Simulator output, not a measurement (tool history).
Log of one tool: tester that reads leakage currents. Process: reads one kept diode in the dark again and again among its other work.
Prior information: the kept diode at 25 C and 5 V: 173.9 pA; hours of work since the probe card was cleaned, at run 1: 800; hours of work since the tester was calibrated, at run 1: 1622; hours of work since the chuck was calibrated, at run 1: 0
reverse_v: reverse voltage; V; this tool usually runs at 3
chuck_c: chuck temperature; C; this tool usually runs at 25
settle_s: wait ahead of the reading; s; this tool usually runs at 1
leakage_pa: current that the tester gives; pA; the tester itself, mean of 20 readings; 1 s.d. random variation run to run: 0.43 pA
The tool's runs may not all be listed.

run	hour	reverse_v	chuck_c	settle_s	hours of work since the probe card was cleaned	hours of work since the tester was calibrated	hours of work since the chuck was calibrated	leakage_pa
1	0	3	25	1	800	1622	0	141.67
2	154.7	3	25	1	864	1686	65	140.98
3	299.8	3	25	1	925	1747	125	142.52
4	497.8	3	25	7.63	1007	1830	208	141.09
5	719.8	3	25	1	1100	1922	300	142.75
6	939.3	1.17	25	1	1192	2014	392	95.75
7	1207.3	3	25	1	1303	2126	504	141.21
8	1319.3	3	25	1	1350	2172	551	142.28
9	1543.1	3	25	0.53	1444	2266	644	143.78
10	1694.9	4.67	25	1	1507	2329	707	171.37
11	1862.4	4.67	25	1	1577	2399	777	170.86
12	2094.2	4.67	25	1	1674	2496	874	170.6
13	2209	1.18	25	1	1721	2544	922	95.72
14	2393.4	1.18	25	1	1798	2621	999	95.58
15	2632	3	25	1	1898	2720	1098	142.59
16	2744.9	7.86	25	1	1945	2767	1145	213.74
# hour 2838.4: probe card cleaned and baked
17	2960.9	4.24	25	1	51	2856	1234	163.59
18	3152.8	4.24	26	1	131	2936	1314	179.88
19	3357.5	4.24	43	1	217	3022	1400	841.87
20	3612.4	19.94	43	1	323	3128	1506	1590.32
# hour 3719.9: tester calibrated
21	3817.9	8.26	25	0.85	408	41	1591	217.38
22	4030	3	38	3.42	496	129	1680	470.45
23	4203.2	3	38	3.42	569	202	1752	468.46
24	4358.8	14.24	34	1.48	634	267	1817	630.13
25	4581.6	1.82	42	1.48	727	360	1910	537.93
26	4722.9	8.88	42	1.13	786	419	1969	1051.37
27	4867.5	12.21	42	1.13	846	479	2029	1201.4
28	5072.8	12.21	42	1.13	932	565	2115	1199.54
29	5292.4	1.04	35	0.35	1023	656	2206	230.41
30	5462.8	1.04	35	0.35	1094	727	2277	231.81
31	5593.9	1.04	35	0.35	1149	782	2332	231.31
# hour 5737.5: chuck's temperature calibrated
32	5748.8	1.32	32	0.35	1213	846	5	194.65
33	5863.5	3	47	0.38	1261	894	53	1021.82
34	6140	1.63	47	3.87	1376	1009	168	788.66
35	6306.2	5.65	50	3.74	1445	1078	237	1698.39
36	6437.6	5.65	50	3.74	1500	1133	292	1705.04
37	6562.8	12.8	28	5.38	1552	1185	344	343.45
38	6809.6	12.13	28	0.78	1655	1288	447	341.69
39	7003.7	19.15	25	1.98	1736	1369	528	307.71

Alternative continuations, all from the tool just after run 39; predict every row:
A	7142.5	19.15	25	2.16	1794	1427	586	?
B	7142.5	2.31	35	5.32	1794	1427	586	?
C	7142.5	9.34	25	1.98	1794	1427	586	?
D	7142.5	2.33	26	1.52	1794	1427	586	?

run	leakage_pa
A	308.17
B	322.19
C	227.62
D	139.98
The same runs, with their run-to-run variation unchanged, on a tool lacking any hidden condition would have given:
run	leakage_pa
A	307.65
B	322.03
C	227.34
D	139.88
